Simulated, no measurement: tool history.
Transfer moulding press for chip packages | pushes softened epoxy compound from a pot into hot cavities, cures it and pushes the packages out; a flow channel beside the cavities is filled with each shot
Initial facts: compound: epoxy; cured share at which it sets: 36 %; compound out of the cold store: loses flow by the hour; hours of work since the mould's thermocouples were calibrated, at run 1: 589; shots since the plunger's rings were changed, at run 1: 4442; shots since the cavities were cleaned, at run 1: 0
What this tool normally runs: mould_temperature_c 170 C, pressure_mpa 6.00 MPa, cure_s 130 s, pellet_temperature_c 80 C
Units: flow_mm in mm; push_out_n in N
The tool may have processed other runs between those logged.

| run | hour | mould_temperature_c | pressure_mpa | cure_s | pellet_temperature_c | hours of work since the mould's thermocouples were calibrated | shots since the plunger's rings were changed | shots since the cavities were cleaned | incoming compound's hours out of the cold store | flow_mm | push_out_n |
|---|---|---|---|---|---|---|---|---|---|---|---|
| 1 | 0.0 | 170 | 6.00 | 130 | 80 | 589 | 4442 | 0 | 45.3 | 474 | 227 |
| 2 | 22.8 | 170 | 6.00 | 130 | 80 | 600 | 4602 | 160 | 26.5 | 522 | 291 |
| 3 | 42.4 | 170 | 6.00 | 130 | 80 | 609 | 4739 | 297 | 34.2 | 507 | 322 |
|  | 81.9 | mould's thermocouples calibrated |
| 4 | 88.6 | 170 | 6.00 | 138 | 80 | 3 | 5050 | 608 | 47.5 | 482 | 412 |
|  | 104.9 | cavities cleaned with cleaning compound and waxed |
| 5 | 109.5 | 170 | 4.86 | 138 | 80 | 12 | 5185 | 32 | 39.0 | 445 | 235 |
| 6 | 152.2 | 170 | 4.86 | 138 | 80 | 32 | 5485 | 332 | 27.8 | 479 | 336 |
| 7 | 178.3 | 170 | 6.05 | 130 | 80 | 45 | 5668 | 515 | 14.9 | 554 | 418 |
| 8 | 199.5 | 174 | 6.00 | 130 | 80 | 55 | 5816 | 663 | 46.5 | 468 | 399 |
|  | 208.6 | cavities cleaned with cleaning compound and waxed |
| 9 | 242.6 | 174 | 6.00 | 133 | 80 | 74 | 6108 | 239 | 13.1 | 551 | 300 |
| 10 | 269.8 | 174 | 6.00 | 133 | 80 | 87 | 6299 | 430 | 36.4 | 497 | 344 |
| 11 | 309.1 | 170 | 6.00 | 166 | 88 | 105 | 6574 | 705 | 10.3 | 568 | 393 |
|  | 314.6 | cavities cleaned with cleaning compound and waxed |
|  | 344.5 | plunger's sealing rings changed |
| 12 | 354.0 | 165 | 6.92 | 129 | 82 | 125 | 67 | 258 | 24.2 | 624 | 393 |
| 13 | 382.6 | 178 | 5.69 | 168 | 90 | 138 | 267 | 458 | 15.0 | 554 | 346 |
| 14 | 403.7 | 178 | 5.69 | 168 | 90 | 148 | 415 | 606 | 17.7 | 555 | 377 |
|  | 420.5 | cavities cleaned with cleaning compound and waxed |
| 15 | 427.3 | 178 | 5.69 | 168 | 90 | 158 | 570 | 48 | 22.9 | 536 | 239 |
| 16 | 450.9 | 177 | 6.36 | 168 | 75 | 169 | 736 | 214 | 35.0 | 547 | 296 |
| 17 | 482.8 | 174 | 6.29 | 145 | 90 | 184 | 960 | 438 | 23.6 | 569 | 347 |

What if the next run were any one of these 5? Each begins from the tool's condition after run 17:
| A | 508.3 | 170 | 6.19 | 130 | 80 | 196 | 1138 | 616 | 38.4 | ? | ? |
| B | 508.3 | 174 | 5.26 | 160 | 78 | 196 | 1138 | 616 | 15.8 | ? | ? |
| C | 508.3 | 170 | 4.75 | 164 | 80 | 196 | 1138 | 616 | 12.7 | ? | ? |
| D | 508.3 | 170 | 5.98 | 130 | 80 | 196 | 1138 | 616 | 25.9 | ? | ? |
| E | 508.3 | 174 | 5.45 | 145 | 90 | 196 | 1138 | 616 | 34.7 | ? | ? |

| run | flow_mm | push_out_n |
|---|---|---|
| A | 536 | 422 |
| B | 537 | 388 |
| C | 535 | 375 |
| D | 562 | 429 |
| E | 497 | 378 |
The same runs, with their run-to-run variation unchanged, on a tool lacking any hidden condition would have given:
| run | flow_mm | push_out_n |
|---|---|---|
| A | 545 | 236 |
| B | 546 | 212 |
| C | 544 | 205 |
| D | 571 | 237 |
| E | 505 | 209 |

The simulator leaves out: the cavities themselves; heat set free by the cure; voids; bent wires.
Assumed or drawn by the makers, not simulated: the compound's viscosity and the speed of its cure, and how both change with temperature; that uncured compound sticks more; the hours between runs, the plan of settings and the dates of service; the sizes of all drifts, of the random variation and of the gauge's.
